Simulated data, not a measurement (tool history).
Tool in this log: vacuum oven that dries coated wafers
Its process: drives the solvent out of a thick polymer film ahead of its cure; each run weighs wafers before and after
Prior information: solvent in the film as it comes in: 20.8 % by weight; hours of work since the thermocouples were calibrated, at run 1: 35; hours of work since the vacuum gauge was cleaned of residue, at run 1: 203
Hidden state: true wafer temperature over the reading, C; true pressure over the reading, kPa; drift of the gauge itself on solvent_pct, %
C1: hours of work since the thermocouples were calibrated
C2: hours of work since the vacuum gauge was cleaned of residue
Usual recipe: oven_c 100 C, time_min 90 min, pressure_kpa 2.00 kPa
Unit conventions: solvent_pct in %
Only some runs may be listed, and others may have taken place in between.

{"run": 1, "hour": 0.0, "oven_c": 100, "time_min": 90, "pressure_kpa": 2.0, "C1": 35, "C2": 203, "solvent_pct": 2.7}
{"run": 2, "hour": 13.9, "oven_c": 100, "time_min": 90, "pressure_kpa": 2.0, "C1": 43, "C2": 210, "solvent_pct": 2.69}
{"run": 3, "hour": 38.2, "oven_c": 100, "time_min": 90, "pressure_kpa": 2.0, "C1": 56, "C2": 224, "solvent_pct": 2.72}
{"run": 4, "hour": 57.8, "oven_c": 100, "time_min": 90, "pressure_kpa": 2.0, "C1": 67, "C2": 235, "solvent_pct": 2.65}
{"run": 5, "hour": 75.5, "oven_c": 100, "time_min": 90, "pressure_kpa": 2.0, "C1": 77, "C2": 245, "solvent_pct": 2.73}
{"run": 6, "hour": 90.5, "oven_c": 100, "time_min": 90, "pressure_kpa": 2.0, "C1": 86, "C2": 253, "solvent_pct": 2.72}
{"run": 7, "hour": 115.7, "oven_c": 100, "time_min": 112, "pressure_kpa": 2.0, "C1": 100, "C2": 268, "solvent_pct": 2.12}
{"run": 8, "hour": 132.3, "oven_c": 100, "time_min": 112, "pressure_kpa": 2.0, "C1": 109, "C2": 277, "solvent_pct": 2.11}
{"run": 9, "hour": 154.0, "oven_c": 94, "time_min": 112, "pressure_kpa": 2.0, "C1": 121, "C2": 289, "solvent_pct": 3.67}
{"run": 10, "hour": 179.5, "oven_c": 100, "time_min": 90, "pressure_kpa": 2.05, "C1": 136, "C2": 303, "solvent_pct": 2.72}
{"run": 11, "hour": 207.0, "oven_c": 100, "time_min": 147, "pressure_kpa": 2.0, "C1": 151, "C2": 319, "solvent_pct": 1.78}
{"hour": 209.9, "done": "vacuum gauge cleaned of residue and calibrated"}
{"run": 12, "hour": 232.0, "oven_c": 100, "time_min": 147, "pressure_kpa": 2.0, "C1": 164, "C2": 12, "solvent_pct": 1.76}
{"run": 13, "hour": 244.3, "oven_c": 100, "time_min": 90, "pressure_kpa": 2.0, "C1": 171, "C2": 19, "solvent_pct": 2.74}
{"run": 14, "hour": 270.7, "oven_c": 100, "time_min": 90, "pressure_kpa": 2.0, "C1": 186, "C2": 34, "solvent_pct": 2.69}
{"run": 15, "hour": 298.2, "oven_c": 107, "time_min": 90, "pressure_kpa": 1.39, "C1": 202, "C2": 50, "solvent_pct": 1.15}
{"run": 16, "hour": 317.2, "oven_c": 115, "time_min": 62, "pressure_kpa": 1.03, "C1": 212, "C2": 60, "solvent_pct": 0.67}
{"run": 17, "hour": 332.0, "oven_c": 115, "time_min": 62, "pressure_kpa": 1.03, "C1": 221, "C2": 69, "solvent_pct": 0.66}
{"hour": 341.6, "done": "vacuum gauge cleaned of residue and calibrated, once more"}
{"run": 18, "hour": 357.1, "oven_c": 115, "time_min": 62, "pressure_kpa": 1.03, "C1": 234, "C2": 9, "solvent_pct": 0.6}
{"run": 19, "hour": 374.6, "oven_c": 94, "time_min": 121, "pressure_kpa": 2.0, "C1": 244, "C2": 19, "solvent_pct": 3.26}
{"run": 20, "hour": 402.5, "oven_c": 94, "time_min": 121, "pressure_kpa": 1.17, "C1": 259, "C2": 34, "solvent_pct": 2.53}
{"run": 21, "hour": 418.4, "oven_c": 106, "time_min": 90, "pressure_kpa": 2.96, "C1": 268, "C2": 43, "solvent_pct": 2.04}
{"run": 22, "hour": 446.6, "oven_c": 107, "time_min": 81, "pressure_kpa": 2.33, "C1": 284, "C2": 59, "solvent_pct": 1.76}
{"run": 23, "hour": 471.4, "oven_c": 106, "time_min": 64, "pressure_kpa": 1.61, "C1": 298, "C2": 73, "solvent_pct": 1.97}
{"run": 24, "hour": 496.5, "oven_c": 100, "time_min": 157, "pressure_kpa": 1.87, "C1": 312, "C2": 87, "solvent_pct": 1.5}
{"run": 25, "hour": 527.1, "oven_c": 100, "time_min": 90, "pressure_kpa": 2.0, "C1": 329, "C2": 104, "solvent_pct": 2.59}
{"run": 26, "hour": 546.0, "oven_c": 88, "time_min": 122, "pressure_kpa": 3.26, "C1": 340, "C2": 115, "solvent_pct": 6.51}

Branching from run 26: 5 alternative next runs. What would each branch give?
{"run": "A", "hour": 567.7, "oven_c": 94, "time_min": 90, "pressure_kpa": 2.0, "C1": 352, "C2": 127, "solvent_pct": "?"}
{"run": "B", "hour": 567.7, "oven_c": 88, "time_min": 122, "pressure_kpa": 4.78, "C1": 352, "C2": 127, "solvent_pct": "?"}
{"run": "C", "hour": 567.7, "oven_c": 100, "time_min": 62, "pressure_kpa": 2.0, "C1": 352, "C2": 127, "solvent_pct": "?"}
{"run": "D", "hour": 567.7, "oven_c": 102, "time_min": 122, "pressure_kpa": 3.26, "C1": 352, "C2": 127, "solvent_pct": "?"}
{"run": "E", "hour": 567.7, "oven_c": 100, "time_min": 90, "pressure_kpa": 5.18, "C1": 352, "C2": 127, "solvent_pct": "?"}

run=A solvent_pct=4.44
run=B solvent_pct=8.07
run=C solvent_pct=4.02
run=D solvent_pct=2.47
run=E solvent_pct=4.69
Stripped of hidden state, with their random variation kept, the same runs would have yielded:
run=A solvent_pct=4.56
run=B solvent_pct=8.22
run=C solvent_pct=4.14
run=D solvent_pct=2.51
run=E solvent_pct=4.79
